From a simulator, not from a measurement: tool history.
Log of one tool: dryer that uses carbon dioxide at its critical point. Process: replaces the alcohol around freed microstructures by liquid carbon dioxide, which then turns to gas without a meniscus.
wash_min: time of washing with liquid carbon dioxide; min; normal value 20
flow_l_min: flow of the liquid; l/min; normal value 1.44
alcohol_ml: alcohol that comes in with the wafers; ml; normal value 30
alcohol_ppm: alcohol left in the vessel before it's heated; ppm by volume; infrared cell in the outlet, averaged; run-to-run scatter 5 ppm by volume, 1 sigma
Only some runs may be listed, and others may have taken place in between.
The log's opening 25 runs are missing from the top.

run 26 hour=187.0 | wash_min=16 flow_l_min=1.44 alcohol_ml=71 | alcohol_ppm=175
run 27 hour=193.2 | wash_min=25 flow_l_min=1.50 alcohol_ml=30 | alcohol_ppm=45
run 28 hour=203.2 | wash_min=26 flow_l_min=0.93 alcohol_ml=30 | alcohol_ppm=85
run 29 hour=207.4 | wash_min=26 flow_l_min=0.93 alcohol_ml=30 | alcohol_ppm=82
run 30 hour=217.9 | wash_min=28 flow_l_min=1.29 alcohol_ml=33 | alcohol_ppm=53
run 31 hour=223.2 | wash_min=16 flow_l_min=1.72 alcohol_ml=35 | alcohol_ppm=71
run 32 hour=229.7 | wash_min=29 flow_l_min=1.44 alcohol_ml=30 | alcohol_ppm=47
run 33 hour=236.5 | wash_min=17 flow_l_min=1.44 alcohol_ml=29 | alcohol_ppm=92

What does the tool deliver on the next run?
run 34 hour=246.4 | wash_min=17 flow_l_min=1.44 alcohol_ml=29 | alcohol_ppm=?

Logged for run 34: alcohol_ppm 87 ppm by volume.
If the tool had no hidden condition, the same run with the same run-to-run variation would have returned alcohol_ppm 35 ppm by volume.

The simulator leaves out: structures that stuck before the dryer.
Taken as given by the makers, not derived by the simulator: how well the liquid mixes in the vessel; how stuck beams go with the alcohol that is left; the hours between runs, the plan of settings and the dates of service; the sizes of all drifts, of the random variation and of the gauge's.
